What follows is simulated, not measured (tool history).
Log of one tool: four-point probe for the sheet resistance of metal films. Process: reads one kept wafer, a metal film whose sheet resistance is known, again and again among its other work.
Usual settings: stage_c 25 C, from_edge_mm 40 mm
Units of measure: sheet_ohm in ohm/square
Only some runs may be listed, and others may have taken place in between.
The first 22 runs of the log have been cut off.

run    hour  stage_c  from_edge_mm  sheet_ohm
 23   595.2       35             7   0.638806
 24   616.9       35             7   0.638821
 25   652.5       35             7   0.638649
 26   672.6       35             4   0.642286
 27   696.8       35             4   0.642103
 28   728.1       20            31   0.640398
 29   753.6       25             8   0.640552
 30   792.2       25            20   0.639273
 31   826.4       22            41   0.640004
 32   843.0       22             6   0.642256
 33   869.1       27             6   0.641179
 34   902.2       20            38   0.640421
 35   923.5       20            38   0.640290
 36   950.8       20            38   0.640528
 37   972.6       28            40   0.638503
 38   993.2       32            12   0.638128
 39  1013.7       23            19   0.639920

Consider 3 possible next runs. They are alternatives, not a sequence: every one starts from the tool as it was left by run 39. What does each give?
  A  1049.1       21            10          ?
  B  1049.1       25            22          ?
  C  1049.1       20            10          ?

run  sheet_ohm
  A   0.641004
  B   0.639387
  C   0.641269
Stripped of hidden state, with their random variation kept, the same runs would have yielded:
run  sheet_ohm
  A   0.641058
  B   0.639440
  C   0.641323

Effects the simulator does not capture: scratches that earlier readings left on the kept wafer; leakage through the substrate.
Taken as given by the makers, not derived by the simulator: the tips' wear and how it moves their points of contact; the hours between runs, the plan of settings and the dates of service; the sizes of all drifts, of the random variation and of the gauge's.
